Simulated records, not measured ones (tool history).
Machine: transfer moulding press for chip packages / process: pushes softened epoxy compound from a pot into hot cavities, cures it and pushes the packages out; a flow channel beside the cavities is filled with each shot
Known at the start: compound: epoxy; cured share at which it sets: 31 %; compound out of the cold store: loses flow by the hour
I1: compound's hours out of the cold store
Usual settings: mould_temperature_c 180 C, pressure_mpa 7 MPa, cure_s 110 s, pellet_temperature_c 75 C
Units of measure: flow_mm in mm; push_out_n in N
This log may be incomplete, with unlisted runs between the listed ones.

{"run": 1, "hour": 0.0, "mould_temperature_c": 180, "pressure_mpa": 7, "cure_s": 110, "pellet_temperature_c": 75, "I1": 20.7, "flow_mm": 748, "push_out_n": 573}
{"run": 2, "hour": 47.6, "mould_temperature_c": 180, "pressure_mpa": 7, "cure_s": 110, "pellet_temperature_c": 75, "I1": 20.1, "flow_mm": 747, "push_out_n": 621}
{"hour": 53.8, "done": "cavities cleaned with cleaning compound and waxed"}
{"run": 3, "hour": 93.1, "mould_temperature_c": 180, "pressure_mpa": 7, "cure_s": 110, "pellet_temperature_c": 75, "I1": 43.4, "flow_mm": 679, "push_out_n": 524}
{"run": 4, "hour": 129.0, "mould_temperature_c": 180, "pressure_mpa": 6.91, "cure_s": 110, "pellet_temperature_c": 75, "I1": 34.1, "flow_mm": 697, "push_out_n": 603}
{"hour": 158.1, "done": "cavities cleaned with cleaning compound and waxed"}
{"run": 5, "hour": 169.4, "mould_temperature_c": 180, "pressure_mpa": 6.91, "cure_s": 110, "pellet_temperature_c": 75, "I1": 34.2, "flow_mm": 697, "push_out_n": 457}
{"hour": 195.2, "done": "plunger's sealing rings changed"}
{"run": 6, "hour": 213.5, "mould_temperature_c": 180, "pressure_mpa": 6.91, "cure_s": 110, "pellet_temperature_c": 75, "I1": 42, "flow_mm": 705, "push_out_n": 562}
{"run": 7, "hour": 241.6, "mould_temperature_c": 180, "pressure_mpa": 6.91, "cure_s": 110, "pellet_temperature_c": 75, "I1": 29.4, "flow_mm": 729, "push_out_n": 616}
{"hour": 268.1, "done": "cavities cleaned with cleaning compound and waxed"}
{"run": 8, "hour": 301.0, "mould_temperature_c": 180, "pressure_mpa": 6.91, "cure_s": 110, "pellet_temperature_c": 75, "I1": 33.8, "flow_mm": 720, "push_out_n": 516}
{"run": 9, "hour": 347.8, "mould_temperature_c": 180, "pressure_mpa": 6.91, "cure_s": 110, "pellet_temperature_c": 75, "I1": 8.6, "flow_mm": 773, "push_out_n": 608}
{"hour": 371.4, "done": "cavities cleaned with cleaning compound and waxed"}
{"run": 10, "hour": 403.8, "mould_temperature_c": 176, "pressure_mpa": 7, "cure_s": 108, "pellet_temperature_c": 75, "I1": 33, "flow_mm": 724, "push_out_n": 629}
{"run": 11, "hour": 441.7, "mould_temperature_c": 188, "pressure_mpa": 6.34, "cure_s": 108, "pellet_temperature_c": 75, "I1": 33.7, "flow_mm": 660, "push_out_n": 478}
{"hour": 448.7, "done": "mould's thermocouples calibrated"}
{"hour": 481.1, "done": "cavities cleaned with cleaning compound and waxed"}
{"run": 12, "hour": 484.2, "mould_temperature_c": 179, "pressure_mpa": 7.75, "cure_s": 134, "pellet_temperature_c": 66, "I1": 14.4, "flow_mm": 795, "push_out_n": 374}
{"run": 13, "hour": 517.6, "mould_temperature_c": 179, "pressure_mpa": 7.75, "cure_s": 103, "pellet_temperature_c": 84, "I1": 10.8, "flow_mm": 798, "push_out_n": 610}
{"run": 14, "hour": 571.3, "mould_temperature_c": 179, "pressure_mpa": 7.75, "cure_s": 103, "pellet_temperature_c": 84, "I1": 25.1, "flow_mm": 755, "push_out_n": 747}
{"hour": 586.3, "done": "cavities cleaned with cleaning compound and waxed"}
{"hour": 594.5, "done": "mould's thermocouples calibrated, once more"}
{"hour": 626.0, "done": "plunger's sealing rings changed"}
{"run": 15, "hour": 631.0, "mould_temperature_c": 175, "pressure_mpa": 7, "cure_s": 133, "pellet_temperature_c": 66, "I1": 10.3, "flow_mm": 813, "push_out_n": 517}
{"run": 16, "hour": 655.3, "mould_temperature_c": 175, "pressure_mpa": 7, "cure_s": 133, "pellet_temperature_c": 66, "I1": 26.2, "flow_mm": 759, "push_out_n": 570}
{"run": 17, "hour": 686.5, "mould_temperature_c": 175, "pressure_mpa": 7.44, "cure_s": 118, "pellet_temperature_c": 66, "I1": 34.1, "flow_mm": 758, "push_out_n": 729}

Each run again, without the hidden state but with its own random variation kept:
The hidden state here: true mould temperature over the reading, C; pressure that reaches the compound, % of what is set; grip of the stained cavities, % over clean ones'; drift of the gauge itself on flow_mm, %; drift of the gauge itself on push_out_n, %.
run=1 flow_mm=772 push_out_n=421
run=2 flow_mm=777 push_out_n=401
run=3 flow_mm=711 push_out_n=411
run=4 flow_mm=733 push_out_n=416
run=5 flow_mm=737 push_out_n=403
run=6 flow_mm=708 push_out_n=411
run=7 flow_mm=735 push_out_n=414
run=8 flow_mm=732 push_out_n=421
run=9 flow_mm=790 push_out_n=417
run=10 flow_mm=745 push_out_n=521
run=11 flow_mm=683 push_out_n=338
run=12 flow_mm=827 push_out_n=361
run=13 flow_mm=834 push_out_n=496
run=14 flow_mm=795 push_out_n=509
run=15 flow_mm=816 push_out_n=402
run=16 flow_mm=764 push_out_n=408
run=17 flow_mm=765 push_out_n=483

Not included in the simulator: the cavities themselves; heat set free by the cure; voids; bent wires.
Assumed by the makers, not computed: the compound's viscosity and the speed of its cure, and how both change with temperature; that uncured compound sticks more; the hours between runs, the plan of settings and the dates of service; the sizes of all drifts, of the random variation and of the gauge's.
